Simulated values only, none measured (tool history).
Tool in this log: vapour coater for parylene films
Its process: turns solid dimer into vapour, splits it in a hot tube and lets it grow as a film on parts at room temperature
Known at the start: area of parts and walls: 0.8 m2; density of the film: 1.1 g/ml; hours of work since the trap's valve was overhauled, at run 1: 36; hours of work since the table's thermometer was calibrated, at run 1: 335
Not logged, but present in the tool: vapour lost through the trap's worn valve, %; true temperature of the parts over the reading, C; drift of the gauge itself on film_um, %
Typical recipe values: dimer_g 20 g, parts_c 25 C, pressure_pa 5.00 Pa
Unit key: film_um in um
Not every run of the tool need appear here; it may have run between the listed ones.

run     day  dimer_g  parts_c  pressure_pa  hours of work since the trap's valve was overhauled  hours of work since the table's thermometer was calibrated  film_um
  1   0.000       20       25         5.00                                                   36                                                         335    16.28
  2   0.979       20       25         5.00                                                   52                                                         351    16.20
  3   1.492       20       25         5.00                                                   61                                                         360    15.97
  4   2.062       20       25         4.02                                                   70                                                         369    16.57
  5   2.671       20       25         4.02                                                   80                                                         379    16.83
  6   3.621       20       25         4.02                                                   96                                                         395    16.53
  7   4.721       20       25         5.00                                                  114                                                         413    15.68
  8   5.825       20       25         5.00                                                  132                                                         431    15.60
  9   6.871       20       25         5.00                                                  149                                                         448    15.48
 10   7.450       20       25         5.00                                                  159                                                         458    15.36
 11   8.321       20       30         5.00                                                  173                                                         472    12.15
 12   9.133       20       30         5.00                                                  186                                                         486    12.26
 13   9.979       20       30         5.00                                                  200                                                         499    12.21
 14  10.988       20       30         5.00                                                  217                                                         516    12.00
 15  11.825       10       25         5.00                                                  231                                                         530     7.53
 16  12.446       10       25         5.00                                                  241                                                         540     7.56
 17  12.996       10       25         5.00                                                  250                                                         549     7.39
 18  13.812       10       25         5.00                                                  264                                                         563     7.29
 19  14.458       20       25         6.98                                                  274                                                         573    13.73
 20  15.417       20       25         5.26                                                  290                                                         589    14.28
     15.692  -- trap's valve overhauled
 21  16.408       20       25         5.26                                                   12                                                         603    13.96
 22  17.117       11       25         3.24                                                   24                                                         614     8.44
 23  17.967       11       25         3.24                                                   37                                                         628     8.50
 24  18.900       17       25         5.00                                                   53                                                         644    11.75
     19.871  -- trap's valve overhauled, once more
 25  20.083       17       25         5.00                                                    3                                                         660    14.37
 26  21.092       17       25         5.00                                                   20                                                         677    14.18
 27  22.242       27       25         4.16                                                   39                                                         696    23.31
 28  22.988       27       25         4.16                                                   51                                                         708    23.36
 29  24.104       27       17         4.16                                                   70                                                         727    28.87
 30  25.154       27       17         4.16                                                   87                                                         744    28.78
 31  25.888       16       17         4.29                                                   99                                                         756    17.09
 32  26.938       20       22         2.18                                                  116                                                         773    21.24
 33  28.112       20       32         2.41                                                  136                                                         793    13.77
 34  28.654       20       25         3.64                                                  145                                                         802    17.14
 35  29.283       20       25         3.64                                                  155                                                         812    17.12
 36  29.829       20       25         3.64                                                  164                                                         821    17.00
 37  30.658       18       26         4.42                                                  178                                                         835    14.05

Here are 3 independent what-if runs from the current tool condition. What would each one return?
  A  31.188       18       26         4.46                                                  186                                                         843        ?
  B  31.188       18       23         4.42                                                  186                                                         843        ?
  C  31.188       23       23         3.78                                                  186                                                         843        ?

run  film_um
  A    13.90
  B    16.18
  C    21.16
What these runs would have given with no unlogged condition in the tool:
run  film_um
  A    14.22
  B    16.55
  C    21.65

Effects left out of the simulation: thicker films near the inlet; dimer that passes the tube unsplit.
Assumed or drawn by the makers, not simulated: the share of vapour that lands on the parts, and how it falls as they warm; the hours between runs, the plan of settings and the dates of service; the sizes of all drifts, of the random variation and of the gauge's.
